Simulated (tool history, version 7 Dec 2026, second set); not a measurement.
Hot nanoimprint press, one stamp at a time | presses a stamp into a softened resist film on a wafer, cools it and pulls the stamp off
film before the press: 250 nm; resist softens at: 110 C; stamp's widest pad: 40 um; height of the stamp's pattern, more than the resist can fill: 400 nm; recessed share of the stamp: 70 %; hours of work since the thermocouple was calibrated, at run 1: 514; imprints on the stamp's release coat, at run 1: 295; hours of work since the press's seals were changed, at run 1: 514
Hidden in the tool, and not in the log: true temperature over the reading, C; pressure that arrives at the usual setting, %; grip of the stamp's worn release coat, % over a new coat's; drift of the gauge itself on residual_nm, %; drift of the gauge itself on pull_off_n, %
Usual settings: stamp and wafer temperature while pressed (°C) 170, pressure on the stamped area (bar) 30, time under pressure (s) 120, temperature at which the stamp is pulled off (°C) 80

run,hour,stamp and wafer temperature while pressed (°C),pressure on the stamped area (bar),time under pressure (s),temperature at which the stamp is pulled off (°C),hours of work since the thermocouple was calibrated,imprints on the stamp's release coat,hours of work since the press's seals were changed,resist left under the stamp's widest pad (nm),greatest force while the stamp is pulled off (N)
1,0,170,30,120,80,514,295,514,128.3,110.5
# hour 13.7: plate thermocouple calibrated
2,34.6,170,30,120,80,15,425,536,140.5,116.3
3,51.2,170,30,120,84,26,493,548,139.9,103
4,75.2,170,30,120,80,43,592,565,141.2,115.7
5,112,170,46.8,120,80,69,743,591,117.7,119.3
6,134.1,159,45.5,117,80,85,834,607,208.7,118.6
7,152.7,170,43.8,211,66,98,911,620,96.8,167.1
8,174.4,177,20.4,120,80,113,1000,635,108.2,119.6
9,193.6,170,30,132,80,127,1079,649,133.9,119.6

Run 10 comes next. What will it give?
10,223.5,162,30,120,80,148,1202,670,?,?

Run 10 gave resist left under the stamp's widest pad (nm) 199, greatest force while the stamp is pulled off (N) 122.2.
Without the tool's hidden state the same run would have given resist left under the stamp's widest pad (nm) 199.5, greatest force while the stamp is pulled off (N) 113.1.
